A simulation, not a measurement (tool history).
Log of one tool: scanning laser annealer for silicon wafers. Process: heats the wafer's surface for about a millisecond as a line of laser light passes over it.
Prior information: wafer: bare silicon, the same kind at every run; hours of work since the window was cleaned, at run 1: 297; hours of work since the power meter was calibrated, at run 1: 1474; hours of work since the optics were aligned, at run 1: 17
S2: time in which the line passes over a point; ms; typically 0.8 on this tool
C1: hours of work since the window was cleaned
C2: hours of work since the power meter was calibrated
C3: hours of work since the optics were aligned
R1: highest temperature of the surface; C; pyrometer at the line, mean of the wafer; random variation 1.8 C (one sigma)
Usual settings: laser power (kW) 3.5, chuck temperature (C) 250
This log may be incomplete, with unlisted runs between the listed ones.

Run 1, hour 0: usual settings; C1 297; C2 1474; C3 17. Result: R1 1044 C.
Run 2, hour 77.2: usual settings; C1 347; C2 1524; C3 67. Result: R1 1044 C.
Run 3, hour 138.2: usual settings; C1 387; C2 1564; C3 107. Result: R1 1047 C.
Run 4, hour 202.6: usual settings; C1 429; C2 1605; C3 149. Result: R1 1043 C.
Run 5, hour 267.1: usual settings; C1 471; C2 1647; C3 191. Result: R1 1048 C.
Run 6, hour 311: usual settings; C1 499; C2 1676; C3 219. Result: R1 1045 C.
Run 7, hour 355.1: usual settings but laser power (kW) 3.772; C1 528; C2 1704; C3 248. Result: R1 1100 C.
Run 8, hour 421.6: usual settings but laser power (kW) 3.772; C1 571; C2 1748; C3 291. Result: R1 1104 C.
Run 9, hour 494.4: usual settings but laser power (kW) 3.407; C1 618; C2 1795; C3 338. Result: R1 1023 C.
Run 10, hour 544.1: usual settings but laser power (kW) 3.407; C1 651; C2 1827; C3 370. Result: R1 1026 C.
Run 11, hour 592: usual settings but laser power (kW) 3.734, chuck temperature (C) 260; C1 682; C2 1858; C3 402. Result: R1 1106 C.
Run 12, hour 654: usual settings but S2 0.583 ms, chuck temperature (C) 234; C1 722; C2 1899; C3 442. Result: R1 907 C.
Run 13, hour 690.4: usual settings but S2 0.583 ms, chuck temperature (C) 234; C1 746; C2 1922; C3 465. Result: R1 906 C.
Run 14, hour 730.1: usual settings but laser power (kW) 3.35; C1 772; C2 1948; C3 491. Result: R1 1012 C.
At hour 741.9: window over the wafer cleaned.
Run 15, hour 778.3: usual settings but laser power (kW) 3.796, S2 0.691 ms, chuck temperature (C) 236; C1 24; C2 1978; C3 521. Result: R1 1032 C.
Run 16, hour 849: usual settings but laser power (kW) 3.522, S2 0.567 ms, chuck temperature (C) 236; C1 70; C2 2024; C3 567. Result: R1 903 C.
Run 17, hour 928.3: usual settings but laser power (kW) 3.33, S2 0.799 ms, chuck temperature (C) 284; C1 121; C2 2075; C3 619. Result: R1 1043 C.

How the hidden state differs across the entries between the runs, from the last listed run before each to the first after it:
From run 14 to run 15: window over the wafer cleaned (hour 741.9)
  light that passes the window, % of a clean one's: 99.88 -> 99.99

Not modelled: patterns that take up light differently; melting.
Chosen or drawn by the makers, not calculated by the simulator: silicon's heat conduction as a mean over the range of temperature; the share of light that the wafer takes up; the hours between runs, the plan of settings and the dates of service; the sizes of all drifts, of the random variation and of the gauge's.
